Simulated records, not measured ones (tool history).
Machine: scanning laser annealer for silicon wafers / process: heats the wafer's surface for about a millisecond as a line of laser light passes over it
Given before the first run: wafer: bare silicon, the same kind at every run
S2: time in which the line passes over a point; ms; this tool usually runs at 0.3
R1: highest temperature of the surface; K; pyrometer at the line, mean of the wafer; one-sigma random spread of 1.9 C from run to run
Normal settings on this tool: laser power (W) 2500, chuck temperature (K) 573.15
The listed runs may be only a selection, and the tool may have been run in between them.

run 1 hour=0 | laser_power_(W)=2500 S2=0.3 chuck_temperature_(K)=573.15 | R1=1400.15
run 2 hour=9.7 | laser_power_(W)=2637 S2=0.3 chuck_temperature_(K)=573.15 | R1=1454.15
run 3 hour=18.8 | laser_power_(W)=2500 S2=0.3 chuck_temperature_(K)=573.15 | R1=1401.15
run 4 hour=25.2 | laser_power_(W)=2500 S2=0.3 chuck_temperature_(K)=573.15 | R1=1400.15
run 5 hour=39.6 | laser_power_(W)=2219 S2=0.3 chuck_temperature_(K)=573.15 | R1=1290.15
run 6 hour=51.5 | laser_power_(W)=2500 S2=0.3 chuck_temperature_(K)=573.15 | R1=1400.15
run 7 hour=60.1 | laser_power_(W)=2500 S2=0.3 chuck_temperature_(K)=573.15 | R1=1399.15
run 8 hour=74.5 | laser_power_(W)=2500 S2=0.3 chuck_temperature_(K)=573.15 | R1=1394.15
run 9 hour=81.1 | laser_power_(W)=2157 S2=0.3 chuck_temperature_(K)=573.15 | R1=1265.15
run 10 hour=88.3 | laser_power_(W)=2157 S2=0.3 chuck_temperature_(K)=573.15 | R1=1263.15
run 11 hour=99.1 | laser_power_(W)=2157 S2=0.3 chuck_temperature_(K)=573.15 | R1=1264.15
run 12 hour=111.4 | laser_power_(W)=2157 S2=0.3 chuck_temperature_(K)=573.15 | R1=1263.15
run 13 hour=121.2 | laser_power_(W)=2157 S2=0.3 chuck_temperature_(K)=573.15 | R1=1266.15
run 14 hour=134.3 | laser_power_(W)=2157 S2=0.259 chuck_temperature_(K)=573.15 | R1=1207.15
run 15 hour=144.6 | laser_power_(W)=2157 S2=0.259 chuck_temperature_(K)=573.15 | R1=1208.15
run 16 hour=154.2 | laser_power_(W)=2157 S2=0.259 chuck_temperature_(K)=573.15 | R1=1210.15
run 17 hour=162.6 | laser_power_(W)=2375 S2=0.246 chuck_temperature_(K)=543.15 | R1=1233.15
run 18 hour=168.4 | laser_power_(W)=2375 S2=0.246 chuck_temperature_(K)=543.15 | R1=1231.15
run 19 hour=175.7 | laser_power_(W)=2375 S2=0.246 chuck_temperature_(K)=543.15 | R1=1232.15
run 20 hour=187.8 | laser_power_(W)=2375 S2=0.246 chuck_temperature_(K)=543.15 | R1=1232.15
run 21 hour=196.6 | laser_power_(W)=2515 S2=0.248 chuck_temperature_(K)=575.15 | R1=1315.15
run 22 hour=203.9 | laser_power_(W)=2515 S2=0.364 chuck_temperature_(K)=575.15 | R1=1497.15
run 23 hour=215.3 | laser_power_(W)=2720 S2=0.266 chuck_temperature_(K)=573.15 | R1=1419.15
run 24 hour=222.1 | laser_power_(W)=2576 S2=0.3 chuck_temperature_(K)=609.15 | R1=1459.15
run 25 hour=234.7 | laser_power_(W)=2576 S2=0.3 chuck_temperature_(K)=609.15 | R1=1456.15
run 26 hour=245.6 | laser_power_(W)=2739 S2=0.327 chuck_temperature_(K)=579.15 | R1=1536.15
run 27 hour=252.7 | laser_power_(W)=2739 S2=0.327 chuck_temperature_(K)=579.15 | R1=1534.15
run 28 hour=263.3 | laser_power_(W)=2398 S2=0.266 chuck_temperature_(K)=563.15 | R1=1290.15

Expected results for the next run?
run 29 hour=274.5 | laser_power_(W)=2241 S2=0.34 chuck_temperature_(K)=570.15 | R1=?

Run 29 gave R1 1339.15 K.
On a tool with no hidden condition, and with the same random variation, this run would have come out at R1 1363.15 K.
